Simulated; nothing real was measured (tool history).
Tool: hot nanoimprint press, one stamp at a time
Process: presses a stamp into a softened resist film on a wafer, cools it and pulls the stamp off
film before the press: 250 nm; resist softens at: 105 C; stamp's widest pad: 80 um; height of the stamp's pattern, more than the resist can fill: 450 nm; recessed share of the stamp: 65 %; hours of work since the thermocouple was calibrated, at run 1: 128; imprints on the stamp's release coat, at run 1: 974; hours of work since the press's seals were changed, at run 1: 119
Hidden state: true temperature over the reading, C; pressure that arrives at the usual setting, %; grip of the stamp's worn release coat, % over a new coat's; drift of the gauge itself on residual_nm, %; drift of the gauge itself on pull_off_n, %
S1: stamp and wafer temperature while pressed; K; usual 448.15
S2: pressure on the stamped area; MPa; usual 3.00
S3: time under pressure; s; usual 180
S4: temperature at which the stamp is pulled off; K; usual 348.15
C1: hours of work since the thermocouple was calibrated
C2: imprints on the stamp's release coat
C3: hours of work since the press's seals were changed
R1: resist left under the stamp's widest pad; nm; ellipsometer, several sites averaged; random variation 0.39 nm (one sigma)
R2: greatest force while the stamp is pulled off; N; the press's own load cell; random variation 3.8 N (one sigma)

{"run": 1, "day": 0.0, "S1": 448.15, "S2": 3.0, "S3": 180, "S4": 348.15, "C1": 128, "C2": 974, "C3": 119, "R1": 92.7, "R2": 226}
{"run": 2, "day": 0.317, "S1": 448.15, "S2": 3.0, "S3": 180, "S4": 348.15, "C1": 132, "C2": 994, "C3": 123, "R1": 92.9, "R2": 234}
{"run": 3, "day": 0.508, "S1": 448.15, "S2": 3.83, "S3": 180, "S4": 348.15, "C1": 134, "C2": 1006, "C3": 125, "R1": 80.9, "R2": 240}
{"run": 4, "day": 0.85, "S1": 441.15, "S2": 3.0, "S3": 180, "S4": 348.15, "C1": 139, "C2": 1028, "C3": 129, "R1": 119.1, "R2": 238}
{"run": 5, "day": 1.108, "S1": 441.15, "S2": 3.0, "S3": 180, "S4": 348.15, "C1": 142, "C2": 1044, "C3": 133, "R1": 118.5, "R2": 245}
{"run": 6, "day": 1.308, "S1": 448.15, "S2": 3.0, "S3": 228, "S4": 348.15, "C1": 145, "C2": 1057, "C3": 135, "R1": 84.9, "R2": 243}
{"run": 7, "day": 1.621, "S1": 448.15, "S2": 3.0, "S3": 180, "S4": 348.15, "C1": 149, "C2": 1077, "C3": 139, "R1": 92.9, "R2": 247}
{"run": 8, "day": 1.833, "S1": 448.15, "S2": 3.92, "S3": 180, "S4": 348.15, "C1": 151, "C2": 1090, "C3": 142, "R1": 80.2, "R2": 242}
{"run": 9, "day": 2.042, "S1": 448.15, "S2": 3.0, "S3": 180, "S4": 348.15, "C1": 154, "C2": 1103, "C3": 145, "R1": 93.4, "R2": 245}
{"run": 10, "day": 2.362, "S1": 448.15, "S2": 3.0, "S3": 180, "S4": 335.15, "C1": 158, "C2": 1124, "C3": 149, "R1": 93.4, "R2": 291}
{"day": 2.521, "done": "plate thermocouple calibrated"}
{"run": 11, "day": 2.746, "S1": 448.15, "S2": 3.0, "S3": 180, "S4": 335.15, "C1": 3, "C2": 1140, "C3": 152, "R1": 93.4, "R2": 300}
{"run": 12, "day": 2.967, "S1": 455.15, "S2": 3.0, "S3": 180, "S4": 348.15, "C1": 6, "C2": 1154, "C3": 155, "R1": 74.2, "R2": 253}
{"run": 13, "day": 3.233, "S1": 455.15, "S2": 3.0, "S3": 180, "S4": 348.15, "C1": 9, "C2": 1171, "C3": 158, "R1": 74.3, "R2": 249}
{"run": 14, "day": 3.45, "S1": 448.15, "S2": 3.0, "S3": 105, "S4": 348.15, "C1": 12, "C2": 1185, "C3": 161, "R1": 113.4, "R2": 251}
{"run": 15, "day": 3.679, "S1": 448.15, "S2": 3.0, "S3": 105, "S4": 348.15, "C1": 15, "C2": 1199, "C3": 164, "R1": 113.9, "R2": 247}
{"run": 16, "day": 3.867, "S1": 448.15, "S2": 3.0, "S3": 145, "S4": 348.15, "C1": 17, "C2": 1211, "C3": 166, "R1": 102.0, "R2": 253}
{"day": 4.212, "done": "plate thermocouple calibrated, once more"}
{"run": 17, "day": 4.242, "S1": 448.15, "S2": 2.3, "S3": 180, "S4": 335.15, "C1": 0, "C2": 1227, "C3": 169, "R1": 106.2, "R2": 300}
{"run": 18, "day": 4.667, "S1": 448.15, "S2": 2.3, "S3": 180, "S4": 335.15, "C1": 6, "C2": 1254, "C3": 175, "R1": 106.2, "R2": 294}
{"run": 19, "day": 5.012, "S1": 448.15, "S2": 2.3, "S3": 180, "S4": 335.15, "C1": 10, "C2": 1276, "C3": 179, "R1": 105.7, "R2": 297}
{"run": 20, "day": 5.279, "S1": 448.15, "S2": 3.0, "S3": 180, "S4": 346.15, "C1": 14, "C2": 1293, "C3": 183, "R1": 92.2, "R2": 257}
{"run": 21, "day": 5.717, "S1": 449.15, "S2": 3.0, "S3": 133, "S4": 336.15, "C1": 19, "C2": 1320, "C3": 188, "R1": 99.7, "R2": 303}
{"run": 22, "day": 5.908, "S1": 449.15, "S2": 3.0, "S3": 133, "S4": 336.15, "C1": 22, "C2": 1332, "C3": 191, "R1": 99.5, "R2": 297}
{"run": 23, "day": 6.342, "S1": 449.15, "S2": 3.0, "S3": 133, "S4": 336.15, "C1": 27, "C2": 1360, "C3": 196, "R1": 99.1, "R2": 301}
{"run": 24, "day": 6.704, "S1": 448.15, "S2": 2.01, "S3": 213, "S4": 339.15, "C1": 32, "C2": 1383, "C3": 201, "R1": 108.6, "R2": 283}
{"run": 25, "day": 7.008, "S1": 448.15, "S2": 2.58, "S3": 180, "S4": 342.15, "C1": 36, "C2": 1402, "C3": 205, "R1": 101.1, "R2": 285}
{"run": 26, "day": 7.375, "S1": 445.15, "S2": 3.76, "S3": 129, "S4": 335.15, "C1": 40, "C2": 1425, "C3": 209, "R1": 103.4, "R2": 306}
{"run": 27, "day": 7.675, "S1": 450.15, "S2": 3.76, "S3": 102, "S4": 344.15, "C1": 44, "C2": 1444, "C3": 213, "R1": 93.5, "R2": 279}
{"run": 28, "day": 7.888, "S1": 448.15, "S2": 3.13, "S3": 180, "S4": 348.15, "C1": 47, "C2": 1458, "C3": 216, "R1": 90.7, "R2": 268}
{"run": 29, "day": 8.283, "S1": 448.15, "S2": 3.06, "S3": 193, "S4": 348.15, "C1": 52, "C2": 1483, "C3": 221, "R1": 89.1, "R2": 276}
{"run": 30, "day": 8.483, "S1": 448.15, "S2": 3.06, "S3": 193, "S4": 348.15, "C1": 54, "C2": 1495, "C3": 223, "R1": 89.7, "R2": 269}
{"run": 31, "day": 8.888, "S1": 448.15, "S2": 3.0, "S3": 180, "S4": 333.15, "C1": 60, "C2": 1521, "C3": 229, "R1": 93.6, "R2": 338}

3 ways to go on from here, each from the tool as it stands after run 31. What would each give?
{"run": "A", "day": 9.175, "S1": 456.15, "S2": 3.0, "S3": 249, "S4": 346.15, "C1": 63, "C2": 1539, "C3": 232, "R1": "?", "R2": "?"}
{"run": "B", "day": 9.175, "S1": 443.15, "S2": 2.69, "S3": 180, "S4": 341.15, "C1": 63, "C2": 1539, "C3": 232, "R1": "?", "R2": "?"}
{"run": "C", "day": 9.175, "S1": 448.15, "S2": 3.0, "S3": 180, "S4": 348.15, "C1": 63, "C2": 1539, "C3": 232, "R1": "?", "R2": "?"}

run=A R1=62.7 R2=275
run=B R1=117.7 R2=288
run=C R1=92.7 R2=276
Without the tool's hidden state the same runs would have given:
run=A R1=61.4 R2=189
run=B R1=115.4 R2=198
run=C R1=90.7 R2=190
